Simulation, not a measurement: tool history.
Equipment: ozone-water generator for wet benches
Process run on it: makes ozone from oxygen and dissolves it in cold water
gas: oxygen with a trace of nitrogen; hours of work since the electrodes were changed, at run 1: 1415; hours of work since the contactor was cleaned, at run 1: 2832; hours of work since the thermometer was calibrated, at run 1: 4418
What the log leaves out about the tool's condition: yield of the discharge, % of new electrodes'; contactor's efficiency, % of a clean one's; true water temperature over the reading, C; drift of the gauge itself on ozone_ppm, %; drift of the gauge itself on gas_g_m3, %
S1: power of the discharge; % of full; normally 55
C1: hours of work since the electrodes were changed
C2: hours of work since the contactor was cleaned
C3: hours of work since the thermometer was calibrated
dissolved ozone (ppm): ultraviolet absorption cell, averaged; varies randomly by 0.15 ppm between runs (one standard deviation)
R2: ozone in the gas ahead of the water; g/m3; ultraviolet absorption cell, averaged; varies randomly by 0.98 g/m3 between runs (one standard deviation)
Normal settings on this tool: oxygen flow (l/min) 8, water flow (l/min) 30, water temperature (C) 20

run 1 hour=0 | S1=55 oxygen_flow_(l/min)=8 water_flow_(l/min)=30 water_temperature_(C)=20 | C1=1415 C2=2832 C3=4418 | dissolved_ozone_(ppm)=17.3 R2=163.5
run 2 hour=51 | S1=55 oxygen_flow_(l/min)=8 water_flow_(l/min)=30 water_temperature_(C)=20 | C1=1458 C2=2875 C3=4461 | dissolved_ozone_(ppm)=17.2 R2=162.3
run 3 hour=96 | S1=55 oxygen_flow_(l/min)=8 water_flow_(l/min)=30 water_temperature_(C)=20 | C1=1495 C2=2913 C3=4499 | dissolved_ozone_(ppm)=17.2 R2=162.7
run 4 hour=127 | S1=97 oxygen_flow_(l/min)=8 water_flow_(l/min)=30 water_temperature_(C)=20 | C1=1521 C2=2938 C3=4525 | dissolved_ozone_(ppm)=28.2 R2=267.2
run 5 hour=177 | S1=95 oxygen_flow_(l/min)=8 water_flow_(l/min)=30 water_temperature_(C)=20 | C1=1563 C2=2980 C3=4566 | dissolved_ozone_(ppm)=27.5 R2=262.2
run 6 hour=204.5 | S1=55 oxygen_flow_(l/min)=8 water_flow_(l/min)=19 water_temperature_(C)=20 | C1=1586 C2=3003 C3=4589 | dissolved_ozone_(ppm)=23.7 R2=162.1
run 7 hour=244.7 | S1=55 oxygen_flow_(l/min)=8 water_flow_(l/min)=19 water_temperature_(C)=20 | C1=1619 C2=3037 C3=4623 | dissolved_ozone_(ppm)=24.2 R2=162.6
run 8 hour=303.1 | S1=55 oxygen_flow_(l/min)=8 water_flow_(l/min)=19 water_temperature_(C)=20 | C1=1668 C2=3085 C3=4672 | dissolved_ozone_(ppm)=23.6 R2=162
run 9 hour=362.1 | S1=55 oxygen_flow_(l/min)=8 water_flow_(l/min)=30 water_temperature_(C)=20 | C1=1717 C2=3135 C3=4721 | dissolved_ozone_(ppm)=17 R2=163.3
run 10 hour=405.5 | S1=55 oxygen_flow_(l/min)=8 water_flow_(l/min)=30 water_temperature_(C)=20 | C1=1754 C2=3171 C3=4757 | dissolved_ozone_(ppm)=17.1 R2=160.9
run 11 hour=465.9 | S1=55 oxygen_flow_(l/min)=8 water_flow_(l/min)=30 water_temperature_(C)=20 | C1=1804 C2=3221 C3=4807 | dissolved_ozone_(ppm)=16.8 R2=160.5
run 12 hour=506 | S1=55 oxygen_flow_(l/min)=8 water_flow_(l/min)=30 water_temperature_(C)=20 | C1=1837 C2=3255 C3=4841 | dissolved_ozone_(ppm)=17 R2=160.8
run 13 hour=541.2 | S1=55 oxygen_flow_(l/min)=8 water_flow_(l/min)=30 water_temperature_(C)=20 | C1=1867 C2=3284 C3=4870 | dissolved_ozone_(ppm)=17.1 R2=161.8
run 14 hour=585.7 | S1=55 oxygen_flow_(l/min)=8 water_flow_(l/min)=30 water_temperature_(C)=13 | C1=1904 C2=3321 C3=4907 | dissolved_ozone_(ppm)=18.9 R2=160.4
run 15 hour=645.5 | S1=55 oxygen_flow_(l/min)=8 water_flow_(l/min)=30 water_temperature_(C)=13 | C1=1954 C2=3371 C3=4957 | dissolved_ozone_(ppm)=19 R2=161.2
run 16 hour=693.6 | S1=50 oxygen_flow_(l/min)=8 water_flow_(l/min)=30 water_temperature_(C)=20 | C1=1994 C2=3411 C3=4998 | dissolved_ozone_(ppm)=15.6 R2=147.1
run 17 hour=754.5 | S1=89 oxygen_flow_(l/min)=8 water_flow_(l/min)=30 water_temperature_(C)=22 | C1=2045 C2=3462 C3=5048 | dissolved_ozone_(ppm)=24.4 R2=241.5
run 18 hour=808.6 | S1=83 oxygen_flow_(l/min)=6.32 water_flow_(l/min)=35 water_temperature_(C)=13 | C1=2090 C2=3507 C3=5094 | dissolved_ozone_(ppm)=21.7 R2=250.6
run 19 hour=862.6 | S1=55 oxygen_flow_(l/min)=4.05 water_flow_(l/min)=30 water_temperature_(C)=21 | C1=2135 C2=3553 C3=5139 | dissolved_ozone_(ppm)=14.3 R2=209
run 20 hour=924.3 | S1=55 oxygen_flow_(l/min)=12.52 water_flow_(l/min)=30 water_temperature_(C)=15 | C1=2187 C2=3604 C3=5190 | dissolved_ozone_(ppm)=19.4 R2=135.5
-- hour=942.5 contactor cleaned
run 21 hour=987.8 | S1=57 oxygen_flow_(l/min)=4.24 water_flow_(l/min)=19 water_temperature_(C)=14 | C1=2236 C2=38 C3=5240 | dissolved_ozone_(ppm)=25.3 R2=210.4
run 22 hour=1039.8 | S1=45 oxygen_flow_(l/min)=8 water_flow_(l/min)=47 water_temperature_(C)=25 | C1=2280 C2=81 C3=5283 | dissolved_ozone_(ppm)=9.6 R2=135.3
run 23 hour=1105.4 | S1=44 oxygen_flow_(l/min)=5.35 water_flow_(l/min)=30 water_temperature_(C)=20 | C1=2335 C2=136 C3=5338 | dissolved_ozone_(ppm)=13.5 R2=154.5
run 24 hour=1157.7 | S1=91 oxygen_flow_(l/min)=4.18 water_flow_(l/min)=46 water_temperature_(C)=12 | C1=2378 C2=180 C3=5382 | dissolved_ozone_(ppm)=16.4 R2=316.6
run 25 hour=1191.8 | S1=91 oxygen_flow_(l/min)=4.18 water_flow_(l/min)=46 water_temperature_(C)=12 | C1=2407 C2=208 C3=5410 | dissolved_ozone_(ppm)=16.3 R2=316.3
run 26 hour=1237.1 | S1=91 oxygen_flow_(l/min)=6.64 water_flow_(l/min)=43 water_temperature_(C)=22 | C1=2444 C2=246 C3=5448 | dissolved_ozone_(ppm)=18.7 R2=261.7
run 27 hour=1294.8 | S1=58 oxygen_flow_(l/min)=4.62 water_flow_(l/min)=43 water_temperature_(C)=22 | C1=2493 C2=294 C3=5496 | dissolved_ozone_(ppm)=11.6 R2=208.5
run 28 hour=1331.8 | S1=58 oxygen_flow_(l/min)=4.62 water_flow_(l/min)=39 water_temperature_(C)=22 | C1=2524 C2=325 C3=5527 | dissolved_ozone_(ppm)=12.7 R2=205.2
run 29 hour=1370.8 | S1=40 oxygen_flow_(l/min)=8 water_flow_(l/min)=30 water_temperature_(C)=16 | C1=2556 C2=358 C3=5559 | dissolved_ozone_(ppm)=14.1 R2=122.2
run 30 hour=1401.5 | S1=55 oxygen_flow_(l/min)=12.51 water_flow_(l/min)=30 water_temperature_(C)=20 | C1=2582 C2=383 C3=5585 | dissolved_ozone_(ppm)=18 R2=133.9
run 31 hour=1431.1 | S1=55 oxygen_flow_(l/min)=12.51 water_flow_(l/min)=30 water_temperature_(C)=20 | C1=2606 C2=408 C3=5610 | dissolved_ozone_(ppm)=18.2 R2=134.8
run 32 hour=1468.4 | S1=55 oxygen_flow_(l/min)=12.51 water_flow_(l/min)=30 water_temperature_(C)=20 | C1=2638 C2=439 C3=5641 | dissolved_ozone_(ppm)=18.4 R2=132.3

Here are 3 independent what-if runs from the current tool condition. What would each one return?
-- hour=1488.2 water thermometer calibrated
run A hour=1511.1 | S1=55 oxygen_flow_(l/min)=6.86 water_flow_(l/min)=30 water_temperature_(C)=21 | C1=2673 C2=474 C3=19 | dissolved_ozone_(ppm)=? R2=?
-- hour=1488.2 water thermometer calibrated
run B hour=1511.1 | S1=48 oxygen_flow_(l/min)=8 water_flow_(l/min)=22 water_temperature_(C)=20 | C1=2673 C2=474 C3=19 | dissolved_ozone_(ppm)=? R2=?
-- hour=1488.2 water thermometer calibrated
run C hour=1511.1 | S1=55 oxygen_flow_(l/min)=9.49 water_flow_(l/min)=30 water_temperature_(C)=28 | C1=2673 C2=474 C3=19 | dissolved_ozone_(ppm)=? R2=?

run=A dissolved_ozone_(ppm)=17 R2=168.5
run=B dissolved_ozone_(ppm)=19.6 R2=141.6
run=C dissolved_ozone_(ppm)=15.9 R2=148.2
With no hidden state in the tool, these same runs would have given:
run=A dissolved_ozone_(ppm)=18.2 R2=178.3
run=B dissolved_ozone_(ppm)=20.7 R2=148.5
run=C dissolved_ozone_(ppm)=16.9 R2=156.8

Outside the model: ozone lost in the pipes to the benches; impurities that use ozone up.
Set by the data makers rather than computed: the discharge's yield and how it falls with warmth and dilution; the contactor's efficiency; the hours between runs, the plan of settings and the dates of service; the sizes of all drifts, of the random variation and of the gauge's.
